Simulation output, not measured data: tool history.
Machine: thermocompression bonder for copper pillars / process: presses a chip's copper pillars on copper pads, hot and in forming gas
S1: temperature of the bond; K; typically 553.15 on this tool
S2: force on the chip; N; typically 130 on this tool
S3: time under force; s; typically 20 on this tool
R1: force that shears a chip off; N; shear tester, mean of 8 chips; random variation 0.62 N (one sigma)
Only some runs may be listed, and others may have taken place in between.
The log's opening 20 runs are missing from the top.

run	hour	S1	S2	S3	R1
21	169.1	552.15	130	23	82.3
22	174.9	553.15	130	16	73.7
23	180.7	553.15	130	16	74.2
24	191.7	557.15	130	14	73.7
# hour 200.9: force cell calibrated
25	205.6	557.15	130	34	97.1
26	211.3	530.15	83	16	31.7
27	220.8	530.15	83	16	31.9
# hour 224.0: force cell calibrated, once more
28	233.8	530.15	83	16	28.5
29	242.3	525.15	83	18	27.3
30	253.9	563.15	192	32	116.9
31	259.0	563.15	192	32	115.8
32	271.1	569.15	141	17	88.1
33	276.8	553.15	81	20	43.4
# hour 281.5: forming gas filter changed
34	285.6	581.15	123	20	106.3
35	293.9	581.15	85	11	61.7
36	304.6	578.15	130	14	96.6
37	316.2	578.15	130	24	109.9
38	323.0	578.15	183	48	138.0
39	328.8	524.15	180	50	97.1

Consider 4 possible next runs. They are alternatives, not a sequence: every one starts from the tool as it was left by run 39. What does each give?
A	336.1	553.15	130	46	?
B	336.1	524.15	180	12	?
C	336.1	579.15	169	15	?
D	336.1	566.15	158	12	?

run	R1
A	101.6
B	60.8
C	116.4
D	93.8
The same runs, with their run-to-run variation unchanged, on a tool lacking any hidden condition would have given:
run	R1
A	104.0
B	62.5
C	118.9
D	96.0

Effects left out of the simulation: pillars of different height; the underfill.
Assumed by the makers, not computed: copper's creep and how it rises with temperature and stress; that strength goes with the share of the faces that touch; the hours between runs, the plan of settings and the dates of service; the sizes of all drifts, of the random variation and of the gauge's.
